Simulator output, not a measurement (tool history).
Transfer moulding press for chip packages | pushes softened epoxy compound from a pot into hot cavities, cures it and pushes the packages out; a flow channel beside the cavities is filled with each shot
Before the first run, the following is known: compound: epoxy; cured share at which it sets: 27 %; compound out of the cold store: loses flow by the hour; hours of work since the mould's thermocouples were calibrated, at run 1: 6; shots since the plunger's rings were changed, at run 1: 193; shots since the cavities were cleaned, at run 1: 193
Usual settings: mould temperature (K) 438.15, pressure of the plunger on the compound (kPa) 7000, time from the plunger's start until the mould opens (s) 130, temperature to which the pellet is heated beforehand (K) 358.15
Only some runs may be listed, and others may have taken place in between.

run     day  mould temperature (K)  pressure of the plunger on the compound (kPa)  time from the plunger's start until the mould opens (s)  temperature to which the pellet is heated beforehand (K)  hours of work since the mould's thermocouples were calibrated  shots since the plunger's rings were changed  shots since the cavities were cleaned  incoming compound's hours out of the cold store  length that the compound runs in the flow channel (mm)  greatest force on the pins that push the packages out (N)
  1       0                 438.15                                           7000                                                      130                                                    358.15                                                              6                                           193                                    193                                             36.9                                                     618                                                        500
      1.283  -- cavities cleaned with cleaning compound and waxed
  2   1.738                 438.15                                           7000                                                      130                                                    358.15                                                             31                                           544                                     95                                                9                                                     674                                                        449
      3.617  -- cavities cleaned with cleaning compound and waxed
  3   5.288                 438.15                                           7000                                                      130                                                    358.15                                                             83                                          1276                                    350                                             15.4                                                     648                                                        574
      5.912  -- cavities cleaned with cleaning compound and waxed
      8.129  -- cavities cleaned with cleaning compound and waxed
  4   8.471                 438.15                                           7000                                                      130                                                    358.15                                                            128                                          1918                                     71                                             16.2                                                     639                                                        438
      10.35  -- cavities cleaned with cleaning compound and waxed
  5  11.917                 438.15                                           7000                                                      130                                                    358.15                                                            179                                          2629                                    329                                             43.6                                                     582                                                        558
     12.571  -- cavities cleaned with cleaning compound and waxed
     14.712  -- cavities cleaned with cleaning compound and waxed
     15.071  -- plunger's sealing rings changed
  6   15.65                 438.15                                           7000                                                      130                                                    358.15                                                            231                                           121                                    175                                             22.5                                                     652                                                        510
     17.058  -- cavities cleaned with cleaning compound and waxed
  7  17.942                 435.15                                           7000                                                      130                                                    358.15                                                            264                                           589                                    185                                             15.4                                                     666                                                        547
     19.288  -- cavities cleaned with cleaning compound and waxed
  8  21.196                 438.15                                           7000                                                      130                                                    358.15                                                            311                                          1259                                    401                                               43                                                     596                                                        587
     21.521  -- cavities cleaned with cleaning compound and waxed
      23.75  -- cavities cleaned with cleaning compound and waxed
  9  23.871                 438.15                                           7000                                                      130                                                    358.15                                                            349                                          1794                                     25                                             45.1                                                     591                                                        413
     25.838  -- cavities cleaned with cleaning compound and waxed
 10  27.092                 438.15                                           7000                                                      165                                                    358.15                                                            396                                          2457                                    263                                             46.3                                                     579                                                        522
     28.117  -- cavities cleaned with cleaning compound and waxed
     29.096  -- mould's thermocouples calibrated
 11  29.154                 438.15                                           7000                                                      118                                                    358.15                                                              1                                          2860                                    201                                               16                                                     627                                                        527
     30.292  -- cavities cleaned with cleaning compound and waxed
      31.05  -- plunger's sealing rings changed
 12  32.292                 438.15                                           7000                                                      118                                                    358.15                                                             45                                           261                                    398                                             40.3                                                     610                                                        626
     32.621  -- cavities cleaned with cleaning compound and waxed
     34.817  -- cavities cleaned with cleaning compound and waxed
 13  34.817                 438.15                                           7000                                                      130                                                    352.15                                                             81                                           765                                      0                                             38.2                                                     610                                                        388
     37.129  -- cavities cleaned with cleaning compound and waxed
 14  37.346                 438.15                                           7000                                                      130                                                    352.15                                                            117                                          1282                                     45                                               17                                                     644                                                        427
       39.3  -- cavities cleaned with cleaning compound and waxed
 15  40.562                 434.15                                           7000                                                      117                                                    358.15                                                            164                                          1945                                    265                                             14.8                                                     656                                                        727
     41.475  -- cavities cleaned with cleaning compound and waxed
 16  43.262                 438.15                                           7000                                                      117                                                    350.15                                                            203                                          2498                                    375                                               15                                                     634                                                        646
     43.717  -- cavities cleaned with cleaning compound and waxed
 17  45.375                 438.15                                           5350                                                      130                                                    367.15                                                            234                                          2928                                    348                                             31.8                                                     525                                                        580
     45.858  -- cavities cleaned with cleaning compound and waxed
     46.992  -- plunger's sealing rings changed
     48.104  -- cavities cleaned with cleaning compound and waxed
 18  48.825                 438.15                                           5350                                                      130                                                    367.15                                                            282                                           371                                    151                                               42                                                     527                                                        476
     50.292  -- cavities cleaned with cleaning compound and waxed
     52.408  -- cavities cleaned with cleaning compound and waxed
 19  52.408                 436.15                                           7000                                                      130                                                    352.15                                                            333                                          1098                                      0                                             37.4                                                     619                                                        429
     54.521  -- cavities cleaned with cleaning compound and waxed
 20  55.992                 443.15                                           5210                                                      112                                                    350.15                                                            386                                          1836                                    308                                             15.6                                                     545                                                        575
     56.812  -- cavities cleaned with cleaning compound and waxed
     58.704  -- mould's thermocouples calibrated
     59.029  -- cavities cleaned with cleaning compound and waxed
 21  59.029                 443.15                                           5210                                                      112                                                    350.15                                                              4                                          2430                                      0                                             39.1                                                     494                                                        379
      61.25  -- cavities cleaned with cleaning compound and waxed
 22  62.533                 443.15                                           5790                                                      112                                                    362.15                                                             55                                          3152                                    269                                             30.1                                                     526                                                        525
     63.167  -- plunger's sealing rings changed
     63.567  -- cavities cleaned with cleaning compound and waxed
     65.675  -- cavities cleaned with cleaning compound and waxed
 23   66.15                 437.15                                           5790                                                      136                                                    362.15                                                            105                                           600                                     99                                             25.8                                                     576                                                        430
     67.921  -- cavities cleaned with cleaning compound and waxed
 24  68.342                 438.15                                           6920                                                      120                                                    368.15                                                            137                                          1048                                     89                                             13.9                                                     650                                                        469

The same runs without the tool's hidden state, with the same run-to-run variation:
The hidden state here: true mould temperature over the reading, C; pressure that reaches the compound, % of what is set; grip of the stained cavities, % over clean ones'; drift of the gauge itself on flow_mm, %; drift of the gauge itself on push_out_n, %.
run  length that the compound runs in the flow channel (mm)  greatest force on the pins that push the packages out (N)
  1                                                     619                                                        380
  2                                                     679                                                        386
  3                                                     661                                                        388
  4                                                     658                                                        389
  5                                                     607                                                        378
  6                                                     652                                                        389
  7                                                     671                                                        418
  8                                                     607                                                        383
  9                                                     607                                                        389
 10                                                     602                                                        377
 11                                                     659                                                        413
 12                                                     613                                                        410
 13                                                     618                                                        382
 14                                                     658                                                        392
 15                                                     676                                                        521
 16                                                     659                                                        423
 17                                                     550                                                        395
 18                                                     529                                                        380
 19                                                     628                                                        407
 20                                                     560                                                        399
 21                                                     516                                                        377
 22                                                     556                                                        378
 23                                                     582                                                        375
 24                                                     661                                                        402

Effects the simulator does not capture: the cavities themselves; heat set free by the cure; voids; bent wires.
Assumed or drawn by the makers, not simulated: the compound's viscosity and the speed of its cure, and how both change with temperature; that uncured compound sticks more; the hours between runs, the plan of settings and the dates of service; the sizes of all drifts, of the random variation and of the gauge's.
